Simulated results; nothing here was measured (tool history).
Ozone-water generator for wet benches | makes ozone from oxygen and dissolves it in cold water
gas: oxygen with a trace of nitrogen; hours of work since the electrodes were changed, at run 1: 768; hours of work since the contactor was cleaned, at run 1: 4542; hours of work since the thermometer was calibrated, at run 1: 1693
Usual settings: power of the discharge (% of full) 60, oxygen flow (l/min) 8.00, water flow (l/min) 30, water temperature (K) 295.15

run   hour  power of the discharge (% of full)  oxygen flow (l/min)  water flow (l/min)  water temperature (K)  hours of work since the electrodes were changed  hours of work since the contactor was cleaned  hours of work since the thermometer was calibrated  dissolved ozone (ppm)  ozone in the gas ahead of the water (g/m3)
  1    0.0                                  60                 8.00                  30                 295.15                                              768                                           4542                                                1693                   10.9                                       135.3
  2   37.6                                  60                 8.00                  30                 295.15                                              791                                           4565                                                1716                   11.0                                       134.5
  3   58.3                                  60                 8.00                  30                 295.15                                              804                                           4577                                                1729                   11.0                                       133.4
  4   77.0                                  60                 8.00                  30                 295.15                                              815                                           4589                                                1740                   11.0                                       135.4
  5   95.2                                  60                 8.00                  30                 295.15                                              826                                           4600                                                1751                   11.0                                       133.4
  6  133.1                                  60                 8.00                  30                 295.15                                              849                                           4623                                                1774                   11.0                                       133.3
  7  157.7                                  60                 8.00                  30                 295.15                                              864                                           4638                                                1789                   11.0                                       135.2
  8  178.0                                  60                 8.00                  30                 295.15                                              877                                           4650                                                1801                   10.8                                       132.4
  9  221.6                                  60                 8.00                  30                 295.15                                              903                                           4677                                                1828                   11.2                                       133.1
 10  242.9                                  60                 8.00                  30                 301.15                                              916                                           4690                                                1841                    9.8                                       135.3
 11  285.4                                  60                 8.00                  30                 295.15                                              942                                           4716                                                1867                   11.1                                       135.0
 12  304.7                                  60                 5.14                  30                 295.15                                              954                                           4727                                                1879                    9.9                                       155.9
 13  330.6                                  60                 8.00                  30                 295.15                                              970                                           4743                                                1894                   10.9                                       133.8
 14  351.2                                  60                 8.00                  30                 294.15                                              982                                           4756                                                1907                   11.1                                       132.7
 15  372.7                                  60                 8.00                  30                 294.15                                              995                                           4769                                                1920                   11.3                                       132.7
 16  414.8                                  60                 8.00                  30                 295.15                                             1021                                           4795                                                1946                   10.6                                       133.6
 17  438.5                                  81                 4.01                  30                 290.15                                             1035                                           4809                                                1960                   12.0                                       209.3

Run 18 comes next. What will it give?
 18  478.4                                  81                 4.01                  33                 290.15                                             1059                                           4833                                                1984                      ?                                           ?

{"run 18": {"dissolved ozone (ppm)": 10.8, "ozone in the gas ahead of the water (g/m3)": 210.7}}
Without the tool's hidden state the same run would have given dissolved ozone (ppm) 11.3, ozone in the gas ahead of the water (g/m3) 213.5.
